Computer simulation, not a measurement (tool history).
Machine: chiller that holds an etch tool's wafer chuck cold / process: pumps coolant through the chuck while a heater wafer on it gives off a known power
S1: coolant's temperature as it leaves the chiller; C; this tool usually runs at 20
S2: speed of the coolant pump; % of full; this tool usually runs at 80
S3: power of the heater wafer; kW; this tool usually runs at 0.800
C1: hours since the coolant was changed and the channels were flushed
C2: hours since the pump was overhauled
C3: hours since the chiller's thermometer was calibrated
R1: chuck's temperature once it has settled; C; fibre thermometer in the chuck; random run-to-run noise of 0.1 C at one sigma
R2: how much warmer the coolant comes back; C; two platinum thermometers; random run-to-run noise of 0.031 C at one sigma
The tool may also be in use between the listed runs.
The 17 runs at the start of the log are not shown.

run      day  S1  S2     S3    C1    C2    C3    R1    R2
 18   57.296  30  80  0.742  6489  5291   686  35.4  2.17
 19   59.904  30  80  0.742  6552  5353   749  35.3  2.15
 20   62.779  20  71  0.675  6621  5422   818  25.3  2.20
      63.475  -- coolant changed, channels flushed
 21   68.067  20  76  0.843   110  5543   939  26.5  2.58
 22   72.100  21  93  0.847   207  5640  1035  26.6  2.14
 23   75.508  21  93  0.847   289  5722  1117  26.6  2.10
 24   78.833  21  93  0.847   369  5802  1197  26.5  2.12
 25   83.742  14  67  0.847   486  5919  1315  21.2  2.95
 26   86.317  22  83  0.633   548  5981  1377  26.6  1.85
 27   91.512  10  93  0.686   673  6106  1501  14.6  1.81
 28   95.871  20  80  0.928   777  6211  1606  27.0  2.77
 29  100.617  20  80  0.928   891  6324  1720  26.9  2.76

The next listed run, before its measurement:
 30  104.746  20  80  0.928  990  6424  1819   ?   ?

{"run 30": {"R1": 26.7, "R2": 2.82}}
If the tool had no hidden condition, the same run with the same run-to-run variation would have returned R1 26.7 C, R2 2.54 C.
